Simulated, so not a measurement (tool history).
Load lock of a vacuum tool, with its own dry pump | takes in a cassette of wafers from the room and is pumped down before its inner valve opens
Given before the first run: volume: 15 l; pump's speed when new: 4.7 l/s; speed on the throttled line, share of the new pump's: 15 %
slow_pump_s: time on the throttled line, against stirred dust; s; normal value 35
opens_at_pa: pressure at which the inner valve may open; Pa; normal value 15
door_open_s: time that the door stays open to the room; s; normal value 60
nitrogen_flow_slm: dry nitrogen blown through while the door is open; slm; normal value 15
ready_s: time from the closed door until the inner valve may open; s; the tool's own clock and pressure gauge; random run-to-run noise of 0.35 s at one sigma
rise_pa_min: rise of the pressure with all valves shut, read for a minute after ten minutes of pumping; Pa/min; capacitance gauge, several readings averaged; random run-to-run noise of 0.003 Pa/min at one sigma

run	hour	slow_pump_s	opens_at_pa	door_open_s	nitrogen_flow_slm	incoming humidity of the room's air, %	ready_s	rise_pa_min
1	0.0	35	15	60	15	43.0	58.3	0.101
2	188.7	35	15	60	15	44.4	58.7	0.106
3	334.9	35	15	48	15	41.8	58.2	0.097
4	458.5	35	15	60	15	44.7	58.2	0.104
5	652.0	35	15	60	15	46.3	58.3	0.109
6	793.3	35	15	60	15	45.8	58.1	0.113
7	997.8	35	15	60	15	44.8	57.5	0.114
8	1105.0	35	15	60	15	43.3	58.5	0.115
9	1277.7	35	15	60	15	47.7	58.7	0.113
10	1432.9	28	15	60	15	47.4	52.0	0.116
11	1590.5	35	15	60	15	48.3	58.2	0.121
12	1759.9	35	15	60	15	45.3	58.5	0.119
13	1951.8	35	15	60	15	50.3	58.1	0.119
14	2113.9	34	15	60	15	48.5	57.9	0.125
15	2236.3	35	15	26	15	40.4	57.2	0.101
16	2455.8	32	15	60	15	46.0	55.2	0.125
17	2547.6	32	11	60	15	44.6	56.5	0.121
18	2704.5	32	11	60	15	45.5	56.7	0.123
19	2815.9	32	19	96	19	45.8	55.4	0.132
20	2997.7	32	19	96	19	44.6	54.7	0.126
21	3102.4	32	19	96	19	48.9	55.0	0.134
22	3273.8	32	19	96	19	44.8	55.8	0.136
23	3452.8	28	15	98	15	44.4	52.9	0.145
24	3644.5	28	15	92	19	43.4	52.1	0.139
25	3853.1	28	19	92	6	45.4	51.9	0.158
26	4044.3	28	25	92	6	48.1	51.0	0.166
27	4237.1	57	15	29	8	45.2	76.6	0.139
28	4434.4	20	16	60	15	42.9	45.8	0.143
29	4536.9	35	18	60	15	41.8	58.2	0.139
30	4644.8	42	15	60	5	45.5	64.2	0.156
31	4753.1	20	15	60	15	44.0	45.9	0.148
32	4879.8	20	15	60	15	47.7	45.9	0.149
33	5027.3	35	15	60	8	46.7	58.1	0.157
34	5161.8	35	14	38	17	49.3	58.6	0.146
35	5326.8	27	10	54	28	44.9	53.8	0.142

Alternative continuations, all from the tool just after run 35; predict every row:
A	5510.1	27	10	165	28	44.5	?	?
B	5510.1	35	15	66	15	44.1	?	?
C	5510.1	35	15	60	42	42.7	?	?

run	ready_s	rise_pa_min
A	53.0	0.163
B	58.5	0.152
C	59.3	0.136
Had the tool no hidden state, the same runs would have come out as:
run	ready_s	rise_pa_min
A	52.0	0.063
B	57.6	0.052
C	58.4	0.035
